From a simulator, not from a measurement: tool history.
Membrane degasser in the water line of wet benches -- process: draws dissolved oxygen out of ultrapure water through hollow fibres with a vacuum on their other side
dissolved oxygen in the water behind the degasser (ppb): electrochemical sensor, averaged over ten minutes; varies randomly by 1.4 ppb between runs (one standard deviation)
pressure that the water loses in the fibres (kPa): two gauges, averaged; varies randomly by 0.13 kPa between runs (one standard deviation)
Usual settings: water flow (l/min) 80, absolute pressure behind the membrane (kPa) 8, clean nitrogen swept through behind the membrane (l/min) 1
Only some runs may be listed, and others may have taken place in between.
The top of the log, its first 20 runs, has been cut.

run	hour	water flow (l/min)	absolute pressure behind the membrane (kPa)	clean nitrogen swept through behind the membrane (l/min)	hours since the membrane was changed	hours since the vacuum gauge was calibrated	hours since the vacuum lines were made tight	dissolved oxygen in the water behind the degasser (ppb)	pressure that the water loses in the fibres (kPa)
21	899.1	52	7.86	1.88	3154	905	11070	273.8	17.31
# hour 912.5: seals of the vacuum lines changed
22	965.5	77	9.09	1	3218	970	53	741.8	25.57
23	1000.4	77	9.09	1	3253	1005	88	741.7	25.79
24	1029.7	77	9.09	1	3282	1034	117	743.7	25.65
25	1073.3	77	9.09	1	3326	1077	161	743.4	25.81
26	1131.3	80	18.51	1	3384	1136	219	1767.3	26.72
27	1164	80	18.51	1	3417	1168	252	1774.1	26.63
28	1218.1	100	18.05	0.42	3471	1222	306	2975.5	33.24
29	1278.7	100	18.05	0.42	3531	1283	366	2963.2	33.39
30	1319.8	80	15.69	1	3573	1324	407	1499.1	26.76
31	1365.8	80	6.67	0.95	3619	1370	453	492.1	26.83

Branching from run 31: 5 alternative next runs. What would each branch give?
A	1401.3	105	9.52	2.88	3654	1405	489	?	?
B	1401.3	109	8	1	3654	1405	489	?	?
C	1401.3	117	6.67	1.6	3654	1405	489	?	?
D	1401.3	80	6.67	1.31	3654	1405	489	?	?
E	1401.3	86	8	2.56	3654	1405	489	?	?

run	dissolved oxygen in the water behind the degasser (ppb)	pressure that the water loses in the fibres (kPa)
A	510.5	35.18
B	803.1	36.39
C	497.1	39.09
D	401.6	26.69
E	357.9	28.53
With no hidden state in the tool, these same runs would have given:
run	dissolved oxygen in the water behind the degasser (ppb)	pressure that the water loses in the fibres (kPa)
A	500.2	35.17
B	786.9	36.37
C	487	39.08
D	393.4	26.68
E	350.7	28.52
